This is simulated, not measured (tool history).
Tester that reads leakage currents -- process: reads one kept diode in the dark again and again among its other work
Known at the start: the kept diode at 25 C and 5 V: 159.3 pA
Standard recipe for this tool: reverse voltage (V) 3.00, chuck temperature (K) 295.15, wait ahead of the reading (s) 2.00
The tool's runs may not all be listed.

| run | hour | reverse voltage (V) | chuck temperature (K) | wait ahead of the reading (s) | current that the tester gives (pA) |
|---|---|---|---|---|---|
| 1 | 0.0 | 3.00 | 295.15 | 2.00 | 96.07 |
| 2 | 190.8 | 3.00 | 295.15 | 4.14 | 94.22 |
| 3 | 308.3 | 3.00 | 295.15 | 4.14 | 93.03 |
| 4 | 402.5 | 3.00 | 295.15 | 2.00 | 92.96 |
| 5 | 561.5 | 3.00 | 295.15 | 2.00 | 91.81 |
|  | 710.8 | chuck's temperature calibrated |
| 6 | 762.5 | 3.00 | 295.15 | 2.00 | 105.64 |
| 7 | 851.1 | 3.00 | 295.15 | 2.00 | 104.91 |
|  | 947.7 | tester calibrated |
| 8 | 959.6 | 3.00 | 295.15 | 2.00 | 102.52 |
| 9 | 1090.0 | 3.00 | 295.15 | 2.00 | 100.86 |
| 10 | 1264.8 | 3.00 | 295.15 | 2.00 | 99.50 |
| 11 | 1407.3 | 3.00 | 295.15 | 2.00 | 97.76 |
| 12 | 1496.4 | 3.00 | 295.15 | 2.00 | 97.00 |
| 13 | 1666.6 | 3.00 | 295.15 | 2.00 | 95.99 |
| 14 | 1805.3 | 3.00 | 295.15 | 2.00 | 95.20 |
| 15 | 1971.9 | 3.00 | 319.15 | 2.00 | 469.74 |
| 16 | 2133.5 | 3.00 | 319.15 | 2.00 | 463.04 |
|  | 2193.2 | chuck's temperature calibrated |
|  | 2219.2 | probe card cleaned and baked |
| 17 | 2319.0 | 3.00 | 319.15 | 2.00 | 530.30 |
| 18 | 2512.5 | 3.00 | 319.15 | 2.00 | 518.09 |
| 19 | 2622.7 | 3.00 | 319.15 | 2.00 | 516.18 |
| 20 | 2822.0 | 2.35 | 298.15 | 8.17 | 113.06 |
| 21 | 3017.3 | 1.46 | 298.15 | 8.17 | 87.90 |
|  | 3106.2 | probe card cleaned and baked, once more |
| 22 | 3126.5 | 1.46 | 298.15 | 8.17 | 82.17 |
| 23 | 3275.2 | 1.01 | 309.15 | 2.72 | 147.13 |
| 24 | 3359.9 | 1.01 | 293.15 | 1.90 | 46.70 |
| 25 | 3502.4 | 1.01 | 293.15 | 1.16 | 45.78 |
|  | 3676.3 | chuck's temperature calibrated |
| 26 | 3714.3 | 1.01 | 299.15 | 1.16 | 83.11 |
| 27 | 3842.1 | 1.01 | 295.15 | 0.51 | 60.93 |
| 28 | 3928.3 | 1.01 | 295.15 | 0.51 | 60.88 |
| 29 | 4108.6 | 3.00 | 311.15 | 1.47 | 304.29 |
| 30 | 4198.4 | 2.74 | 311.15 | 1.02 | 289.72 |
| 31 | 4324.7 | 1.15 | 306.15 | 1.02 | 134.90 |
| 32 | 4501.0 | 1.15 | 306.15 | 4.84 | 132.75 |
| 33 | 4659.9 | 1.15 | 308.15 | 0.48 | 149.61 |

What will run 34 give?
| 34 | 4769.2 | 2.99 | 316.15 | 6.46 | ? |

{"run 34": {"current that the tester gives (pA)": 394.67}}
On a tool with no hidden condition, and with the same random variation, this run would have come out at current that the tester gives (pA) 428.81.

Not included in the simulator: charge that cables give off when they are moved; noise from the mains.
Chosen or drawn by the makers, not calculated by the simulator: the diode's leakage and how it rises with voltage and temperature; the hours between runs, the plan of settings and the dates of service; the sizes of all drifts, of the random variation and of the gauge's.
